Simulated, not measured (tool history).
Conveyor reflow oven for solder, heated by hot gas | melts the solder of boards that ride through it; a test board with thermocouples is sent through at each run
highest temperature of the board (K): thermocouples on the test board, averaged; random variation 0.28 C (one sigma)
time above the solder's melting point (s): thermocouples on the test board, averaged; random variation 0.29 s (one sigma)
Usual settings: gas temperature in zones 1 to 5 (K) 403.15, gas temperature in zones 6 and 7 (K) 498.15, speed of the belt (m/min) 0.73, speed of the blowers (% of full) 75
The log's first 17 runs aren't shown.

run,hour,gas temperature in zones 1 to 5 (K),gas temperature in zones 6 and 7 (K),speed of the belt (m/min),speed of the blowers (% of full),hours of work since the flux was cleaned out,hours of work since the belt drive was overhauled,hours of work since the thermocouples were changed,highest temperature of the board (K),time above the solder's melting point (s)
18,682.3,403.15,489.15,0.73,75,146,1101,592,471.15,25.8
# hour 709.1: thermocouples of zones 6 and 7 changed
19,743,403.15,489.15,0.73,75,193,1147,27,471.35,26.2
20,793.2,389.15,498.15,0.583,75,232,1186,66,483.15,44.3
21,839.3,389.15,498.15,0.583,75,269,1223,103,482.45,44.1
22,864.1,413.15,495.15,0.725,75,288,1243,122,477.55,35.1
23,913.6,413.15,495.15,0.725,75,327,1282,161,476.85,34.3
24,938.9,412.15,487.15,0.815,66,347,1302,181,464.25,14.8
# hour 999.5: flux residue cleaned out of gas plates and filters
25,1004.3,412.15,487.15,0.815,66,4,1349,229,467.65,20.6
26,1065.5,412.15,491.15,0.815,71,52,1398,278,472.15,25.2
# hour 1090.2: belt drive overhauled, speed set with a stopwatch
27,1125.8,412.15,491.15,0.815,71,97,28,322,470.05,22.3
28,1162.3,412.15,491.15,0.607,71,125,57,351,477.95,42.3
29,1216.2,396.15,494.15,0.73,76,168,99,393,473.35,25.3
30,1270.9,410.15,503.15,0.73,89,211,143,437,485.15,40.1

3 ways to go on from here, each from the tool as it stands after run 30. What would each give?
A,1330.3,398.15,512.15,0.73,78,258,190,483,?,?
B,1330.3,415.15,499.15,0.73,67,258,190,483,?,?
C,1330.3,403.15,498.15,0.609,75,258,190,483,?,?

run,highest temperature of the board (K),time above the solder's melting point (s)
A,486.95,37.7
B,477.45,34.4
C,481.85,43
Without the tool's hidden state the same runs would have given:
run,highest temperature of the board (K),time above the solder's melting point (s)
A,491.55,40.9
B,481.15,38
C,485.45,46.5
